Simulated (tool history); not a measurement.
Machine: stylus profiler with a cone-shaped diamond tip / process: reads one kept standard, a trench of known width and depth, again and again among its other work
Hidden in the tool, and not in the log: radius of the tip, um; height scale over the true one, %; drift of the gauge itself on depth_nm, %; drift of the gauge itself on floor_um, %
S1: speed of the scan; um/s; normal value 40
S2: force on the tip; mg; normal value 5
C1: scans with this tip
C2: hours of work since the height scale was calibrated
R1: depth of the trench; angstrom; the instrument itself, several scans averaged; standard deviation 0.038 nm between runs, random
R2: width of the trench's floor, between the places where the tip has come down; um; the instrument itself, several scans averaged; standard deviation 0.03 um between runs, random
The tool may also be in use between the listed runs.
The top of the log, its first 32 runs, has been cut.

{"run": 33, "hour": 1573.0, "S1": 96, "S2": 7.17, "C1": 11067, "C2": 1916, "R1": 1025.7, "R2": 17.9}
{"run": 34, "hour": 1625.1, "S1": 40, "S2": 12.54, "C1": 11269, "C2": 1951, "R1": 1035.8, "R2": 18.01}
{"run": 35, "hour": 1666.4, "S1": 96, "S2": 5.19, "C1": 11429, "C2": 1979, "R1": 1020.6, "R2": 17.88}
{"run": 36, "hour": 1694.1, "S1": 40, "S2": 2.49, "C1": 11536, "C2": 1997, "R1": 1015, "R2": 17.9}
{"hour": 1714.8, "done": "height scale calibrated on a step standard"}
{"run": 37, "hour": 1749.1, "S1": 40, "S2": 2.49, "C1": 11748, "C2": 23, "R1": 1011.2, "R2": 17.88}
{"run": 38, "hour": 1776.8, "S1": 49, "S2": 5, "C1": 11855, "C2": 42, "R1": 1017.6, "R2": 17.99}
{"run": 39, "hour": 1812.6, "S1": 49, "S2": 5, "C1": 11994, "C2": 66, "R1": 1017.6, "R2": 17.91}
{"run": 40, "hour": 1842.2, "S1": 46, "S2": 7.59, "C1": 12109, "C2": 85, "R1": 1024.2, "R2": 17.94}
{"run": 41, "hour": 1882.2, "S1": 45, "S2": 4.59, "C1": 12264, "C2": 112, "R1": 1017.2, "R2": 17.88}
{"run": 42, "hour": 1946.1, "S1": 27, "S2": 7.9, "C1": 12511, "C2": 155, "R1": 1024.2, "R2": 17.98}
{"run": 43, "hour": 1977.9, "S1": 19, "S2": 5.37, "C1": 12635, "C2": 177, "R1": 1019.8, "R2": 17.96}
{"run": 44, "hour": 2010.5, "S1": 130, "S2": 2.15, "C1": 12761, "C2": 198, "R1": 1009.9, "R2": 17.58}
{"run": 45, "hour": 2040.1, "S1": 130, "S2": 2.15, "C1": 12875, "C2": 218, "R1": 1011.2, "R2": 17.56}

5 options for the next run, each taken on its own from the tool as it stands now. Forecast them:
{"run": "A", "hour": 2073.2, "S1": 40, "S2": 3.31, "C1": 13004, "C2": 240, "R1": "?", "R2": "?"}
{"run": "B", "hour": 2073.2, "S1": 149, "S2": 5, "C1": 13004, "C2": 240, "R1": "?", "R2": "?"}
{"run": "C", "hour": 2073.2, "S1": 48, "S2": 3.11, "C1": 13004, "C2": 240, "R1": "?", "R2": "?"}
{"run": "D", "hour": 2073.2, "S1": 130, "S2": 14.35, "C1": 13004, "C2": 240, "R1": "?", "R2": "?"}
{"run": "E", "hour": 2073.2, "S1": 12, "S2": 2.46, "C1": 13004, "C2": 240, "R1": "?", "R2": "?"}

run=A R1=1014.2 R2=17.93
run=B R1=1018.5 R2=17.63
run=C R1=1013.5 R2=17.83
run=D R1=1036.3 R2=17.81
run=E R1=1011.5 R2=18
Without the tool's hidden state the same runs would have given:
run=A R1=1013.1 R2=18.54
run=B R1=1017.4 R2=18.24
run=C R1=1012.4 R2=18.43
run=D R1=1035.2 R2=18.41
run=E R1=1010.4 R2=18.61

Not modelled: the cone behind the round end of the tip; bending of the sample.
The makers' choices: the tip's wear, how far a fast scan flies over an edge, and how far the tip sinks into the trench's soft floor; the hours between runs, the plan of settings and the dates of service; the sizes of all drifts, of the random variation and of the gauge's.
